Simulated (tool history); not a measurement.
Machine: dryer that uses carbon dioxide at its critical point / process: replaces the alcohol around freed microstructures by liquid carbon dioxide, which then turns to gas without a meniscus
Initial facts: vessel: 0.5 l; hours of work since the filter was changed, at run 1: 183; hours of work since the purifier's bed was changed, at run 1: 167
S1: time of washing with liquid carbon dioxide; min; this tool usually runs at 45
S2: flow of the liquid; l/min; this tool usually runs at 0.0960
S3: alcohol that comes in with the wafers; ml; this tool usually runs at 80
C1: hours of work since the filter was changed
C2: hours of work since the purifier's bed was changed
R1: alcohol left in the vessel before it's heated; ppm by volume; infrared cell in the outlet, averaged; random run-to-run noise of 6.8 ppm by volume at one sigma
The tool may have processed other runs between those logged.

run	day	S1	S2	S3	C1	C2	R1
1	0.000	45	0.0960	80	183	167	513
2	0.396	45	0.0960	80	187	171	508
3	0.712	45	0.0960	80	191	174	492
4	1.062	45	0.0960	80	194	178	502
5	1.658	45	0.0960	79	201	184	519
6	1.938	45	0.0960	79	204	187	503
7	2.371	45	0.0960	79	208	192	518
8	2.962	64	0.0960	80	215	198	102
9	3.312	64	0.0960	80	218	202	90
10	3.621	45	0.0960	80	222	205	532
11	4.083	45	0.0960	22	227	210	191
12	4.550	45	0.0960	22	231	215	202
13	4.879	45	0.0960	22	235	219	186
14	5.471	45	0.0960	22	241	225	198
15	5.988	45	0.0960	22	247	231	206
16	6.375	28	0.0960	80	251	235	4459
17	6.829	28	0.0960	80	256	239	4602
18	7.342	30	0.1089	38	261	245	1041
19	7.962	30	0.1089	38	268	252	1045
20	8.246	33	0.1126	31	271	255	493
21	8.850	33	0.1126	31	277	261	502
22	9.458	33	0.1126	31	284	267	501
23	9.746	33	0.1126	31	287	271	509
24	10.338	28	0.1424	50	293	277	535
25	10.775	28	0.1424	50	298	281	519
26	11.262	43	0.0963	51	303	287	522
27	11.542	64	0.0963	107	306	290	130
28	11.979	43	0.0960	80	311	294	814
29	12.508	28	0.1065	20	316	300	890
30	13.075	53	0.0960	80	322	306	295
31	13.717	65	0.0726	43	329	313	293
32	13.983	45	0.1040	80	332	316	451
33	14.433	45	0.1116	80	337	320	299

Measured result minus the same run's result without the hidden state. Both carry the same run-to-run variation, though not necessarily the same gauge scatter:
Unlogged tool condition in this case: flow that reaches the vessel past the clogged filter, %; alcohol in the recycled carbon dioxide, ppm; drift of the gauge itself on alcohol_ppm, %.
run	R1
1	+185
2	+190
3	+189
4	+191
5	+203
6	+198
7	+205
8	+70
9	+71
10	+222
11	+101
12	+106
13	+107
14	+109
15	+113
16	+1236
17	+1293
18	+381
19	+393
20	+224
21	+227
22	+234
23	+238
24	+264
25	+262
26	+269
27	+110
28	+398
29	+358
30	+189
31	+180
32	+261
33	+198

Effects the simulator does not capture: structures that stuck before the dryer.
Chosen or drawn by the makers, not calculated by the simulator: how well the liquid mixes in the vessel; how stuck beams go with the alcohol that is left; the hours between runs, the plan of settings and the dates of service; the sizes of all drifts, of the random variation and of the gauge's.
